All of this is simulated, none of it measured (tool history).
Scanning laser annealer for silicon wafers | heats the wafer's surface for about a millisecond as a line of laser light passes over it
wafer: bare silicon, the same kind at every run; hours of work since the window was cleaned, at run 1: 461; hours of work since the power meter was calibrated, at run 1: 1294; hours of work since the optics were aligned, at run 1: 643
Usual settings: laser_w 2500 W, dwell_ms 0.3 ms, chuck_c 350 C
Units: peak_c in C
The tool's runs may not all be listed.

run,hour,laser_w,dwell_ms,chuck_c,hours of work since the window was cleaned,hours of work since the power meter was calibrated,hours of work since the optics were aligned,peak_c
1,0,2500,0.3,350,461,1294,643,1084
2,73.8,2500,0.3,375,501,1333,682,1103
3,124,2500,0.347,375,528,1360,709,1147
4,178.3,2500,0.3,350,557,1389,738,1077
5,215,2500,0.3,350,576,1409,758,1073
6,250.8,2500,0.3,350,596,1428,777,1072
7,307.1,2500,0.3,350,626,1458,807,1071
# hour 318.9: optics aligned, line set to its width
8,382.9,2500,0.314,350,664,1496,34,1080
9,456.1,2540,0.31,337,703,1535,73,1072
# hour 486.7: window over the wafer cleaned
10,494.1,2537,0.3,379,4,1554,93,1143

The next listed run, before its measurement:
11,526.7,2518,0.294,350,21,1572,110,?

{"run 11": {"peak_c": 1100}}
Without the tool's hidden state the same run would have given peak_c 1123 C.

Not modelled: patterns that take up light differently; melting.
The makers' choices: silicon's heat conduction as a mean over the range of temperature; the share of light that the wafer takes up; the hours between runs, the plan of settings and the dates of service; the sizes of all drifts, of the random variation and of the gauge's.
